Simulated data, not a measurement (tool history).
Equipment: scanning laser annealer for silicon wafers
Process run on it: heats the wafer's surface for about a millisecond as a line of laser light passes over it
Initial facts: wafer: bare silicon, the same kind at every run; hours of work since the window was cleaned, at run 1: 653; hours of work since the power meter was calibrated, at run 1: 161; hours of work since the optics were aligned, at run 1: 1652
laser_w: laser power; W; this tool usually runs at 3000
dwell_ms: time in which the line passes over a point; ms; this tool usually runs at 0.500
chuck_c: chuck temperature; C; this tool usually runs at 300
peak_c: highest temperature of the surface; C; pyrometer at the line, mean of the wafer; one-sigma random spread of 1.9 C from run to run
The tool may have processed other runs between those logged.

| run | day | laser_w | dwell_ms | chuck_c | hours of work since the window was cleaned | hours of work since the power meter was calibrated | hours of work since the optics were aligned | peak_c |
|---|---|---|---|---|---|---|---|---|
| 1 | 0.000 | 3000 | 0.500 | 300 | 653 | 161 | 1652 | 1110 |
| 2 | 0.275 | 3000 | 0.500 | 300 | 656 | 165 | 1655 | 1105 |
|  | 0.733 | optics aligned, line set to its width |
| 3 | 0.733 | 2876 | 0.500 | 300 | 659 | 168 | 0 | 1071 |
|  | 0.879 | window over the wafer cleaned |
| 4 | 1.025 | 2876 | 0.500 | 300 | 2 | 170 | 3 | 1074 |
| 5 | 1.458 | 2876 | 0.500 | 300 | 7 | 175 | 8 | 1073 |
| 6 | 1.721 | 3000 | 0.500 | 300 | 10 | 179 | 11 | 1108 |
| 7 | 1.954 | 3000 | 0.500 | 300 | 13 | 181 | 14 | 1109 |
| 8 | 2.233 | 3000 | 0.500 | 300 | 16 | 185 | 17 | 1110 |
| 9 | 2.512 | 3000 | 0.500 | 298 | 20 | 188 | 20 | 1108 |
| 10 | 2.717 | 3000 | 0.569 | 289 | 22 | 190 | 23 | 1146 |
| 11 | 2.967 | 3065 | 0.410 | 319 | 25 | 193 | 26 | 1079 |
| 12 | 3.167 | 3065 | 0.410 | 319 | 27 | 196 | 28 | 1079 |
| 13 | 3.446 | 3000 | 0.376 | 269 | 31 | 199 | 32 | 986 |
| 14 | 3.892 | 3165 | 0.418 | 300 | 36 | 205 | 37 | 1091 |
| 15 | 4.288 | 3000 | 0.354 | 300 | 41 | 209 | 42 | 994 |

Each row is a separate what-if for the run after 15, all from the same tool condition, not one after another. Results?
| A | 4.688 | 3000 | 0.475 | 309 | 46 | 214 | 46 | ? |
| B | 4.688 | 3000 | 0.357 | 322 | 46 | 214 | 46 | ? |
| C | 4.688 | 2936 | 0.538 | 333 | 46 | 214 | 46 | ? |

| run | peak_c |
|---|---|
| A | 1100 |
| B | 1019 |
| C | 1148 |
With the hidden condition removed and each run's random variation left untouched, the same runs would have given:
| run | peak_c |
|---|---|
| A | 1100 |
| B | 1019 |
| C | 1148 |
